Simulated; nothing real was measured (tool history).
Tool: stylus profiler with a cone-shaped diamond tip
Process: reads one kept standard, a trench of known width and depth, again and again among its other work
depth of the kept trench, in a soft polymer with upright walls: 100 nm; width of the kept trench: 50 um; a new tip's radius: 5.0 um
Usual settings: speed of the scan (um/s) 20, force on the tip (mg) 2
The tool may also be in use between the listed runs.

run	hour	speed of the scan (um/s)	force on the tip (mg)	depth of the trench (angstrom)	width of the trench's floor (µm)
1	0	20	2	1008.6	47.91
2	51.2	20	2	1009.3	47.88
3	146.8	33	2	1008.3	47.77
4	201.7	20	2	1008.2	47.9
5	299	20	2	1008.4	47.83
6	363.6	20	1.1	1005.4	47.83
7	433.7	20	1.1	1005.8	47.73
8	530.1	20	1.1	1005.7	47.8
9	609	22	1.1	1005.5	47.8
10	698.8	20	2	1009.2	47.83
11	774.7	20	2	1009	47.9
12	843.3	29	4.82	1015.3	47.88
# hour 902: new tip fitted, height scale calibrated
13	946.6	6	4.82	1017	48.03
14	1042.3	24	0.71	1005	47.69
15	1109.7	6	0.69	1004	47.98
16	1168.4	62	4.71	1016.2	47.73
17	1240.4	20	4.52	1015.2	47.89
18	1322.2	38	4.82	1016.2	47.8
19	1409.8	38	4.82	1015.8	47.81
20	1462.3	19	1.92	1009.3	47.86

4 ways to go on from here, each from the tool as it stands after run 20. What would each give?
A	1530.8	10	2	?	?
B	1530.8	14	4.35	?	?
C	1530.8	9	0.8	?	?
D	1530.8	7	4.19	?	?

run	depth of the trench (angstrom)	width of the trench's floor (µm)
A	1008.7	47.88
B	1015.7	47.95
C	1004.3	47.88
D	1014.4	47.99
Without the tool's hidden state the same runs would have given:
run	depth of the trench (angstrom)	width of the trench's floor (µm)
A	1008.7	47.89
B	1015.8	47.96
C	1004.3	47.89
D	1014.4	48
